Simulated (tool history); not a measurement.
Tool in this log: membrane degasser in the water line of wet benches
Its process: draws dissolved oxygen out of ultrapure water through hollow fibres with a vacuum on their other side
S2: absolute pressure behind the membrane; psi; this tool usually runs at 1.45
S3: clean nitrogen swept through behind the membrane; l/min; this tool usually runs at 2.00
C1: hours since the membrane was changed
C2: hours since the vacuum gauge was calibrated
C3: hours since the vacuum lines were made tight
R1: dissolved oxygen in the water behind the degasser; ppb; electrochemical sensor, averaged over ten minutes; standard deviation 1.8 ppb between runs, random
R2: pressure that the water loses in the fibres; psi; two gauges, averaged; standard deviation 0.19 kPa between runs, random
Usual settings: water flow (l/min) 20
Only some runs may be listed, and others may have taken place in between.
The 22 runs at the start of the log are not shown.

{"run": 23, "day": 44.042, "water flow (l/min)": 31, "S2": 1.77, "S3": 4.48, "C1": 2801, "C2": 441, "C3": 2327, "R1": 210.3, "R2": 9.371}
{"run": 24, "day": 46.233, "water flow (l/min)": 24, "S2": 1.77, "S3": 4.48, "C1": 2853, "C2": 493, "C3": 2380, "R1": 155.6, "R2": 7.272}
{"run": 25, "day": 48.171, "water flow (l/min)": 22, "S2": 2.71, "S3": 5.42, "C1": 2900, "C2": 540, "C3": 2426, "R1": 188.4, "R2": 6.731}
{"run": 26, "day": 50.758, "water flow (l/min)": 22, "S2": 2.71, "S3": 5.42, "C1": 2962, "C2": 602, "C3": 2488, "R1": 187.2, "R2": 6.634}
{"run": 27, "day": 52.367, "water flow (l/min)": 32, "S2": 1.22, "S3": 2.0, "C1": 3001, "C2": 640, "C3": 2527, "R1": 258.3, "R2": 9.79}
{"run": 28, "day": 55.142, "water flow (l/min)": 32, "S2": 1.22, "S3": 2.17, "C1": 3067, "C2": 707, "C3": 2594, "R1": 244.2, "R2": 9.723}
{"run": 29, "day": 56.996, "water flow (l/min)": 32, "S2": 1.22, "S3": 2.17, "C1": 3112, "C2": 751, "C3": 2638, "R1": 243.7, "R2": 9.786}
{"run": 30, "day": 59.367, "water flow (l/min)": 20, "S2": 1.71, "S3": 3.03, "C1": 3169, "C2": 808, "C3": 2695, "R1": 166.6, "R2": 6.105}
{"run": 31, "day": 62.208, "water flow (l/min)": 20, "S2": 1.61, "S3": 3.03, "C1": 3237, "C2": 877, "C3": 2763, "R1": 155.3, "R2": 6.084}
{"run": 32, "day": 64.238, "water flow (l/min)": 13, "S2": 1.45, "S3": 1.68, "C1": 3286, "C2": 925, "C3": 2812, "R1": 141.8, "R2": 3.978}
{"run": 33, "day": 66.442, "water flow (l/min)": 13, "S2": 1.45, "S3": 1.68, "C1": 3338, "C2": 978, "C3": 2865, "R1": 143.9, "R2": 3.987}

Forecast each of these 3 alternatives for the next run:
{"run": "A", "day": 68.188, "water flow (l/min)": 26, "S2": 1.45, "S3": 1.61, "C1": 3380, "C2": 1020, "C3": 2907, "R1": "?", "R2": "?"}
{"run": "B", "day": 68.188, "water flow (l/min)": 15, "S2": 2.63, "S3": 4.08, "C1": 3380, "C2": 1020, "C3": 2907, "R1": "?", "R2": "?"}
{"run": "C", "day": 68.188, "water flow (l/min)": 20, "S2": 2.99, "S3": 3.88, "C1": 3380, "C2": 1020, "C3": 2907, "R1": "?", "R2": "?"}

run=A R1=301.6 R2=7.906
run=B R1=152.7 R2=4.579
run=C R1=251.3 R2=6.119
Take away the tool's hidden state, keep each run's random variation, and the runs would have read:
run=A R1=287.3 R2=7.600
run=B R1=144.5 R2=4.403
run=C R1=239.8 R2=5.884

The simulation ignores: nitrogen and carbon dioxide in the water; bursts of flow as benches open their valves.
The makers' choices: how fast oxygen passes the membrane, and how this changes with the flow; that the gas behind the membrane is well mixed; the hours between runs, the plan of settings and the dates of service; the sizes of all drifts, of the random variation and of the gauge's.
